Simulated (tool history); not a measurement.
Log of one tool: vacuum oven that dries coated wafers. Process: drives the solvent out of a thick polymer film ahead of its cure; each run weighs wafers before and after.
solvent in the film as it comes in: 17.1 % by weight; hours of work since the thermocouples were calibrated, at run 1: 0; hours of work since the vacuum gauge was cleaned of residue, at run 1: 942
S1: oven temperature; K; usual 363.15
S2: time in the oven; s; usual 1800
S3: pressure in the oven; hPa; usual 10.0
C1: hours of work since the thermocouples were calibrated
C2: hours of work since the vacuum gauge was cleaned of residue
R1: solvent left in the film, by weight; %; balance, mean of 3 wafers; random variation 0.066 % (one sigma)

run   hour      S1    S2    S3   C1    C2    R1
  1    0.0  363.15  1800  10.0    0   942  4.52
  2   38.4  363.15  1800  10.0   25   967  4.39
  3   99.0  363.15  1800  10.0   65  1006  4.49
  4  144.1  363.15  1800  10.0   94  1036  4.45
  5  208.6  363.15  1800  10.0  137  1078  4.50
     214.2  -- oven's thermocouples calibrated
  6  257.3  363.15  1740  10.0   28  1109  4.76
  7  296.6  363.15  1740  10.0   54  1135  4.88
  8  330.7  363.15  1740  10.0   76  1157  4.71
  9  383.5  363.15  1800  10.0  111  1191  4.63
 10  419.7  353.15  1680  10.0  135  1215  7.86
 11  469.1  361.15  1680  39.5  167  1247  7.42
 12  536.5  361.15  1680  39.5  211  1292  7.43
     542.3  -- oven's thermocouples calibrated, once more
 13  571.7  375.15  1800  18.3   19  1313  1.90
 14  629.4  375.15  1800  18.3   57  1351  1.98
 15  661.7  375.15  1800  18.3   78  1372  1.97
 16  720.0  377.15  1800  23.2  116  1410  2.01
 17  753.2  377.15  1800  23.2  138  1432  1.92

4 ways to go on from here, each from the tool as it stands after run 17. What would each give?
  A  782.6  349.15  2640  12.6  157  1451   ?
  B  782.6  377.15  1200  23.2  157  1451   ?
  C  782.6  364.15  1800  10.0  157  1451   ?
  D  782.6  360.15  2220  12.2  157  1451   ?

run    R1
  A  7.37
  B  3.03
  C  4.16
  D  4.42
Without the tool's hidden state the same runs would have given:
run    R1
  A  7.18
  B  2.95
  C  4.03
  D  4.27
